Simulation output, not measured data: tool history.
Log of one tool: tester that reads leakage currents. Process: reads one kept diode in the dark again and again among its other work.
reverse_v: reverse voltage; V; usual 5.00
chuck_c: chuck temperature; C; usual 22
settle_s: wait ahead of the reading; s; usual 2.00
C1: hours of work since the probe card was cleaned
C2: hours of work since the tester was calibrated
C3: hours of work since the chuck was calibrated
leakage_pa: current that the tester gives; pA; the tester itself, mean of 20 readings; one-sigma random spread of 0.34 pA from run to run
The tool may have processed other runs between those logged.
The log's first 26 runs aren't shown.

{"run": 27, "hour": 1862.7, "reverse_v": 1.18, "chuck_c": 21, "settle_s": 6.23, "C1": 91, "C2": 441, "C3": 1038, "leakage_pa": 49.78}
{"run": 28, "hour": 1932.7, "reverse_v": 1.18, "chuck_c": 21, "settle_s": 6.23, "C1": 143, "C2": 493, "C3": 1090, "leakage_pa": 49.55}
{"run": 29, "hour": 1998.1, "reverse_v": 1.18, "chuck_c": 21, "settle_s": 6.23, "C1": 192, "C2": 542, "C3": 1138, "leakage_pa": 49.67}
{"run": 30, "hour": 2063.1, "reverse_v": 1.18, "chuck_c": 21, "settle_s": 6.23, "C1": 241, "C2": 590, "C3": 1187, "leakage_pa": 49.64}
{"run": 31, "hour": 2140.2, "reverse_v": 1.18, "chuck_c": 21, "settle_s": 6.23, "C1": 298, "C2": 648, "C3": 1244, "leakage_pa": 49.77}
{"run": 32, "hour": 2209.8, "reverse_v": 9.08, "chuck_c": 21, "settle_s": 0.87, "C1": 350, "C2": 700, "C3": 1296, "leakage_pa": 141.11}
{"run": 33, "hour": 2261.9, "reverse_v": 3.04, "chuck_c": 38, "settle_s": 1.16, "C1": 389, "C2": 738, "C3": 1335, "leakage_pa": 338.79}
{"run": 34, "hour": 2325.8, "reverse_v": 14.6, "chuck_c": 33, "settle_s": 0.66, "C1": 436, "C2": 786, "C3": 1383, "leakage_pa": 503.04}
{"run": 35, "hour": 2390.6, "reverse_v": 14.6, "chuck_c": 33, "settle_s": 0.66, "C1": 485, "C2": 834, "C3": 1431, "leakage_pa": 501.69}
{"run": 36, "hour": 2443.8, "reverse_v": 5.0, "chuck_c": 38, "settle_s": 0.61, "C1": 524, "C2": 874, "C3": 1471, "leakage_pa": 437.98}
{"run": 37, "hour": 2509.3, "reverse_v": 3.81, "chuck_c": 31, "settle_s": 0.61, "C1": 573, "C2": 923, "C3": 1519, "leakage_pa": 214.95}
{"run": 38, "hour": 2591.2, "reverse_v": 3.81, "chuck_c": 31, "settle_s": 0.61, "C1": 634, "C2": 984, "C3": 1580, "leakage_pa": 214.12}
{"run": 39, "hour": 2663.6, "reverse_v": 1.36, "chuck_c": 26, "settle_s": 0.61, "C1": 688, "C2": 1038, "C3": 1634, "leakage_pa": 83.49}
{"run": 40, "hour": 2725.4, "reverse_v": 2.2, "chuck_c": 31, "settle_s": 9.21, "C1": 734, "C2": 1084, "C3": 1680, "leakage_pa": 161.62}

Consider 3 possible next runs. They are alternatives, not a sequence: every one starts from the tool as it was left by run 40. What does each give?
{"run": "A", "hour": 2813.4, "reverse_v": 5.0, "chuck_c": 43, "settle_s": 2.13, "C1": 800, "C2": 1149, "C3": 1746, "leakage_pa": "?"}
{"run": "B", "hour": 2813.4, "reverse_v": 11.3, "chuck_c": 29, "settle_s": 9.21, "C1": 800, "C2": 1149, "C3": 1746, "leakage_pa": "?"}
{"run": "C", "hour": 2813.4, "reverse_v": 3.49, "chuck_c": 22, "settle_s": 0.82, "C1": 800, "C2": 1149, "C3": 1746, "leakage_pa": "?"}

run=A leakage_pa=647.41
run=B leakage_pa=312.35
run=C leakage_pa=95.10
Take away the tool's hidden state, keep each run's random variation, and the runs would have read:
run=A leakage_pa=646.97
run=B leakage_pa=312.06
run=C leakage_pa=95.01
